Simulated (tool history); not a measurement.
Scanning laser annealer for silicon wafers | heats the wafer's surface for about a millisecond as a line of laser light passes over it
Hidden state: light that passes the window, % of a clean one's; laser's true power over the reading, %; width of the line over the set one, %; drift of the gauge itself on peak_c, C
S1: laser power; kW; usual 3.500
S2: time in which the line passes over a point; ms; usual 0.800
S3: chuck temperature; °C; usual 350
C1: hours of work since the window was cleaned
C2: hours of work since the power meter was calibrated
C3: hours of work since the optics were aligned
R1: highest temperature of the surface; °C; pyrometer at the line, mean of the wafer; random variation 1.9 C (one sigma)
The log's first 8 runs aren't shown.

run	hour	S1	S2	S3	C1	C2	C3	R1
9	320.2	3.644	0.800	350	516	264	733	1228
10	362.4	3.644	0.800	350	534	282	751	1231
11	415.9	3.644	0.800	350	558	305	774	1228
12	449.4	3.560	0.800	350	572	320	789	1209
13	490.1	3.500	0.800	350	590	337	806	1194
14	513.0	3.500	0.615	350	600	347	816	1078
15	546.2	3.500	0.615	350	614	362	831	1076
16	570.3	3.500	0.800	350	624	372	841	1192
17	622.3	3.500	0.800	350	647	394	864	1196
18	665.1	3.500	0.800	350	666	413	882	1192
19	716.8	3.500	0.800	350	688	435	904	1189
# hour 730.3: window over the wafer cleaned
20	743.2	3.500	0.800	350	6	446	915	1194
21	795.0	3.686	0.676	350	28	468	937	1163
22	820.0	3.524	0.703	350	39	479	948	1137
23	846.7	3.524	0.860	338	50	491	960	1226
24	886.9	3.524	0.860	338	68	508	977	1225
25	940.3	3.524	0.860	338	91	531	1000	1221
26	993.9	3.524	0.640	338	114	554	1024	1086
27	1022.8	3.500	0.684	350	127	567	1036	1121
28	1066.4	3.500	0.684	366	146	586	1055	1141
29	1091.1	3.197	0.963	350	156	597	1066	1200
30	1135.3	2.993	0.868	310	175	616	1085	1056
31	1162.5	2.993	0.868	310	187	627	1097	1056
32	1187.3	3.500	0.564	320	198	638	1107	1013

Forecast run 33:
33	1216.4	3.117	0.675	373	210	651	1120	?

Run 33 gave R1 1048 °C.
Without the tool's hidden state the same run would have given R1 1049 °C.
